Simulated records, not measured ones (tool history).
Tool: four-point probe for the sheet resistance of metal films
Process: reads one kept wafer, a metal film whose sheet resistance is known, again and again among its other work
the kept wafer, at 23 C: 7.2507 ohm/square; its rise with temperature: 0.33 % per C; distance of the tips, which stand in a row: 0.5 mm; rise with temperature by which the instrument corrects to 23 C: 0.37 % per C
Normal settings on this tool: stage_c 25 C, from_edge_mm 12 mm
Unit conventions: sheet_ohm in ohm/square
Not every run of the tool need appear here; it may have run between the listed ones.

{"run": 1, "hour": 0.0, "stage_c": 25, "from_edge_mm": 12, "sheet_ohm": 7.198879}
{"run": 2, "hour": 13.4, "stage_c": 22, "from_edge_mm": 12, "sheet_ohm": 7.208105}
{"run": 3, "hour": 29.7, "stage_c": 22, "from_edge_mm": 12, "sheet_ohm": 7.205714}
{"run": 4, "hour": 42.3, "stage_c": 22, "from_edge_mm": 12, "sheet_ohm": 7.202639}
{"run": 5, "hour": 54.5, "stage_c": 22, "from_edge_mm": 12, "sheet_ohm": 7.204329}
{"run": 6, "hour": 69.7, "stage_c": 22, "from_edge_mm": 12, "sheet_ohm": 7.204699}
{"run": 7, "hour": 89.3, "stage_c": 25, "from_edge_mm": 11, "sheet_ohm": 7.198338}
{"run": 8, "hour": 107.3, "stage_c": 25, "from_edge_mm": 11, "sheet_ohm": 7.196812}
{"run": 9, "hour": 116.8, "stage_c": 25, "from_edge_mm": 11, "sheet_ohm": 7.195672}
{"run": 10, "hour": 134.9, "stage_c": 25, "from_edge_mm": 11, "sheet_ohm": 7.194183}
{"run": 11, "hour": 151.1, "stage_c": 32, "from_edge_mm": 11, "sheet_ohm": 7.179925}
{"run": 12, "hour": 171.3, "stage_c": 32, "from_edge_mm": 11, "sheet_ohm": 7.177771}
{"run": 13, "hour": 193.4, "stage_c": 24, "from_edge_mm": 12, "sheet_ohm": 7.197544}
{"run": 14, "hour": 214.8, "stage_c": 26, "from_edge_mm": 12, "sheet_ohm": 7.190024}
{"hour": 219.2, "done": "new probe head fitted"}
{"run": 15, "hour": 230.8, "stage_c": 34, "from_edge_mm": 12, "sheet_ohm": 7.210763}
{"run": 16, "hour": 249.3, "stage_c": 34, "from_edge_mm": 12, "sheet_ohm": 7.213587}
{"run": 17, "hour": 269.3, "stage_c": 25, "from_edge_mm": 20, "sheet_ohm": 7.231534}
{"run": 18, "hour": 279.2, "stage_c": 25, "from_edge_mm": 20, "sheet_ohm": 7.228626}
{"run": 19, "hour": 293.8, "stage_c": 25, "from_edge_mm": 20, "sheet_ohm": 7.227369}
{"run": 20, "hour": 307.1, "stage_c": 25, "from_edge_mm": 20, "sheet_ohm": 7.228436}
{"run": 21, "hour": 318.3, "stage_c": 18, "from_edge_mm": 20, "sheet_ohm": 7.246811}

Run 22 comes next. What will it give?
{"run": 22, "hour": 332.5, "stage_c": 26, "from_edge_mm": 37, "sheet_ohm": "?"}

{"run 22": {"sheet_ohm": 7.220756}}
With no hidden state in the tool, this same run would have given sheet_ohm 7.241406 ohm/square.
